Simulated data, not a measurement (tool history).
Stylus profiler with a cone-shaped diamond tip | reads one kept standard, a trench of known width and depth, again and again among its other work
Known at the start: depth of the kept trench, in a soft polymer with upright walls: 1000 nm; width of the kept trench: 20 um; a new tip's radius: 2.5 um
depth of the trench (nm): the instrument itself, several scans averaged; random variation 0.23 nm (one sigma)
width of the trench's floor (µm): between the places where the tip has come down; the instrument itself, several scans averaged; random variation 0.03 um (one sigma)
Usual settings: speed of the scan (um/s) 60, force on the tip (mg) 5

run	day	speed of the scan (um/s)	force on the tip (mg)	depth of the trench (nm)	width of the trench's floor (µm)
1	0	60	5	1011.99	15.81
2	1.4	60	5	1011.95	15.89
3	3.067	60	5	1012.04	15.83
4	5.388	60	5	1012.14	15.89
5	6.683	60	5	1011.8	15.85
6	8.662	60	1.89	1006.2	15.73
7	10.654	60	1.89	1006.36	15.84
8	12.483	60	1.89	1006.1	15.77
9	14.729	47	5	1011.99	15.84
10	16.075	60	5	1012.05	15.84
11	17.062	69	4.2	1010.79	15.83
12	18.958	164	5	1011.72	15.63
13	20.117	21	5	1011.88	16.01
14	21.108	18	2.84	1008.13	15.93
15	23.262	36	3.22	1008.9	15.87
16	24.354	107	5.64	1013.14	15.79
17	25.892	109	5	1011.89	15.75
18	27.6	60	2.85	1007.99	15.84
19	29.596	60	11.47	1020.66	15.87

5 ways to go on from here, each from the tool as it stands after run 19. What would each give?
A	31.95	134	14.15	?	?
B	31.95	220	2.8	?	?
C	31.95	27	11.47	?	?
D	31.95	110	5.33	?	?
E	31.95	50	7.88	?	?

run	depth of the trench (nm)	width of the trench's floor (µm)
A	1023.92	15.89
B	1007.91	15.31
C	1020.88	15.93
D	1012.89	15.71
E	1016.33	15.89
Without the tool's hidden state the same runs would have given:
run	depth of the trench (nm)	width of the trench's floor (µm)
A	1023.9	15.9
B	1007.9	15.32
C	1020.87	15.94
D	1012.88	15.72
E	1016.32	15.9
